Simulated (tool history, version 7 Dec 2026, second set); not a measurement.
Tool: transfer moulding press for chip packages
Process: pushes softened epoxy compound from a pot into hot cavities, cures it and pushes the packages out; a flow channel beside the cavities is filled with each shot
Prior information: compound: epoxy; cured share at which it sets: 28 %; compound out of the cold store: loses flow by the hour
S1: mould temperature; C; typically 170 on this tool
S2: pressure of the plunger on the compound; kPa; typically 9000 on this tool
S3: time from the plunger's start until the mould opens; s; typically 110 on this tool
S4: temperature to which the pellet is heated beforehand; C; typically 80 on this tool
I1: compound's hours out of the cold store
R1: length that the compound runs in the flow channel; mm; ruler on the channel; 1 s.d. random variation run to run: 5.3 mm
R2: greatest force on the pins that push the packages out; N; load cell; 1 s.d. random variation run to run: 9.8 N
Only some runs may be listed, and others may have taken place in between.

| run | hour | S1 | S2 | S3 | S4 | I1 | R1 | R2 |
|---|---|---|---|---|---|---|---|---|
| 1 | 0.0 | 170 | 9000 | 110 | 80 | 35.2 | 523 | 435 |
| 2 | 27.7 | 170 | 9000 | 110 | 80 | 36.7 | 527 | 451 |
| 3 | 51.9 | 170 | 9000 | 110 | 80 | 23.7 | 551 | 446 |
| 4 | 72.9 | 170 | 9000 | 110 | 80 | 43.6 | 504 | 431 |
| 5 | 90.5 | 170 | 9000 | 110 | 80 | 25.0 | 540 | 452 |
|  | 99.0 | cavities cleaned with cleaning compound and waxed |
|  | 110.5 | mould's thermocouples calibrated |
| 6 | 114.6 | 170 | 7190 | 110 | 80 | 20.3 | 492 | 438 |
| 7 | 134.3 | 170 | 9000 | 110 | 80 | 14.6 | 558 | 448 |
| 8 | 147.2 | 170 | 9000 | 110 | 80 | 9.8 | 567 | 452 |
| 9 | 174.3 | 170 | 9000 | 110 | 80 | 28.8 | 537 | 447 |
| 10 | 192.4 | 170 | 9000 | 110 | 80 | 8.1 | 577 | 460 |
|  | 199.5 | cavities cleaned with cleaning compound and waxed |
| 11 | 208.1 | 170 | 9000 | 110 | 80 | 28.5 | 537 | 444 |
| 12 | 223.7 | 170 | 9000 | 110 | 80 | 11.2 | 569 | 441 |
| 13 | 237.9 | 170 | 9000 | 110 | 80 | 20.7 | 550 | 459 |
| 14 | 261.6 | 167 | 9000 | 110 | 80 | 37.3 | 535 | 474 |
| 15 | 276.2 | 173 | 7090 | 103 | 85 | 38.6 | 464 | 438 |
| 16 | 290.7 | 170 | 7710 | 110 | 80 | 21.0 | 503 | 442 |
|  | 297.1 | cavities cleaned with cleaning compound and waxed |
| 17 | 314.4 | 170 | 7720 | 110 | 87 | 10.6 | 532 | 449 |
| 18 | 341.0 | 168 | 10610 | 123 | 80 | 43.6 | 564 | 455 |
| 19 | 357.2 | 173 | 10610 | 104 | 80 | 18.8 | 593 | 436 |
| 20 | 378.5 | 167 | 7380 | 110 | 80 | 26.7 | 492 | 470 |
|  | 395.6 | cavities cleaned with cleaning compound and waxed |
| 21 | 407.7 | 167 | 7380 | 110 | 80 | 24.8 | 499 | 473 |
| 22 | 436.1 | 167 | 7380 | 110 | 80 | 36.7 | 481 | 469 |
| 23 | 452.9 | 165 | 7380 | 110 | 80 | 41.3 | 474 | 515 |
| 24 | 475.8 | 169 | 10220 | 141 | 80 | 26.9 | 568 | 421 |

Each row is a separate what-if for the run after 24, all from the same tool condition, not one after another. Results?
|  | 493.3 | cavities cleaned with cleaning compound and waxed |
| A | 503.7 | 170 | 9000 | 106 | 80 | 40.2 | ? | ? |
|  | 493.3 | cavities cleaned with cleaning compound and waxed |
| B | 503.7 | 170 | 9000 | 110 | 85 | 11.4 | ? | ? |
|  | 493.3 | cavities cleaned with cleaning compound and waxed |
| C | 503.7 | 167 | 10160 | 141 | 80 | 22.3 | ? | ? |
|  | 493.3 | cavities cleaned with cleaning compound and waxed |
| D | 503.7 | 170 | 9070 | 110 | 80 | 28.6 | ? | ? |
|  | 493.3 | cavities cleaned with cleaning compound and waxed |
| E | 503.7 | 166 | 8770 | 141 | 80 | 24.8 | ? | ? |

| run | R1 | R2 |
|---|---|---|
| A | 517 | 444 |
| B | 563 | 461 |
| C | 589 | 440 |
| D | 538 | 451 |
| E | 550 | 424 |
With the hidden condition removed and each run's random variation left untouched, the same runs would have given:
| run | R1 | R2 |
|---|---|---|
| A | 518 | 443 |
| B | 563 | 461 |
| C | 590 | 439 |
| D | 539 | 450 |
| E | 551 | 424 |

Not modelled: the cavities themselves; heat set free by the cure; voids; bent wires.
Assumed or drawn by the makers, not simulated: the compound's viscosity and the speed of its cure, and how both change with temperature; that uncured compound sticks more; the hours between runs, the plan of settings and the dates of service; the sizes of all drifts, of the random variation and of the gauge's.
